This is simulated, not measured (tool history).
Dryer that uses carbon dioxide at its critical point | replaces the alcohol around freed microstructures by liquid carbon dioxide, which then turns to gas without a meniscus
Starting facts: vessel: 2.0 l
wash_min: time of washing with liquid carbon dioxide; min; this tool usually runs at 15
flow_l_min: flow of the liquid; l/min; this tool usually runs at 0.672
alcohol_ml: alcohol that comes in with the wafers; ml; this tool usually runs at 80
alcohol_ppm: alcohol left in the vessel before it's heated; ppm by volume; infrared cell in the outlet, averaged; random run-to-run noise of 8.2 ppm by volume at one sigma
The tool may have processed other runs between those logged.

run,day,wash_min,flow_l_min,alcohol_ml,alcohol_ppm
1,0.000,15,0.672,80,597
2,0.371,15,0.672,108,793
3,0.575,15,0.672,80,582
4,0.908,15,0.672,32,256
5,1.117,15,0.672,80,611
6,1.471,15,0.672,80,612
7,1.796,15,0.672,36,276
8,2.154,15,0.672,24,196
9,2.479,15,0.672,24,210
10,2.708,15,0.672,24,216
11,2.933,16,0.672,24,147
12,3.321,16,0.672,24,166
13,3.596,11,0.672,80,1878
# day 3.700: inlet filter changed
14,3.992,11,0.672,102,1832
15,4.338,11,0.672,102,1815
16,4.729,11,0.672,102,1864
17,5.162,11,0.672,102,1874
18,5.433,11,0.672,102,1861
19,5.692,15,0.672,80,451
20,5.975,15,0.672,80,469
21,6.362,17,0.672,80,268
22,6.675,17,0.672,80,263
23,6.954,17,0.672,80,271
24,7.342,17,0.672,34,129
25,7.750,17,0.914,73,59
26,8.142,13,0.877,38,134
27,8.608,20,0.877,38,36
28,9.042,10,0.672,80,2042
29,9.312,14,1.010,45,72
30,9.608,9,0.672,32,1106
31,10.025,9,0.617,32,1371
32,10.454,9,0.627,96,3877
33,10.867,9,0.627,96,3976
34,11.083,23,0.627,99,108
35,11.388,12,0.627,42,772
36,11.575,12,0.627,42,783
37,11.771,12,0.787,42,354
38,12.008,10,0.672,106,2773
39,12.400,23,0.870,21,29
40,12.683,13,1.131,44,66
41,12.996,13,1.131,44,67
42,13.379,13,0.911,44,161
43,13.721,15,0.463,60,1483
44,14.112,15,0.740,107,434
45,14.562,15,0.740,107,452
46,15.029,12,0.674,41,635
47,15.308,14,0.672,80,684

Here are 3 independent what-if runs from the current tool condition. What would each one return?
A,15.725,14,0.532,36,?
B,15.725,15,0.681,80,?
C,15.725,18,0.472,87,?

run,alcohol_ppm
A,708
B,505
C,1079
With no hidden state in the tool, these same runs would have given:
run,alcohol_ppm
A,614
B,416
C,937
